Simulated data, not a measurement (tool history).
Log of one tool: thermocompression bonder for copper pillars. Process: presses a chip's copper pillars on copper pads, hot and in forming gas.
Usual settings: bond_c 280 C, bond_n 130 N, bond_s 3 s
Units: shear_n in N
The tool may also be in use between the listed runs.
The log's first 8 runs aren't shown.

run,hour,bond_c,bond_n,bond_s,hours of work since the heater was calibrated,hours of work since the force cell was calibrated,hours of work since the gas filter was changed,shear_n
9,270.1,280,130,9,327,569,188,95.5
10,300.3,280,130,9,348,590,209,93.9
11,347.9,260,130,3,381,624,242,45.3
12,383.7,280,130,9,406,649,267,93.4
13,408.7,280,130,2,424,666,285,54.2
14,455.2,280,126,2,456,698,317,51.7
15,487.9,280,126,2,479,721,340,53.9
16,538.9,254,130,3,514,757,375,39.8
17,584.4,275,130,3,546,788,407,55.6
# hour 612.7: forming gas filter changed
18,626.7,280,130,2,575,818,10,53.8
19,664.3,280,130,3,601,844,36,64.1
# hour 709.3: force cell calibrated
20,712.1,280,130,3,634,2,68,64.8

The next listed run, before its measurement:
21,751,279,93,3,661,29,95,?

{"run 21": {"shear_n": 53}}
Without the tool's hidden state the same run would have given shear_n 58.9 N.
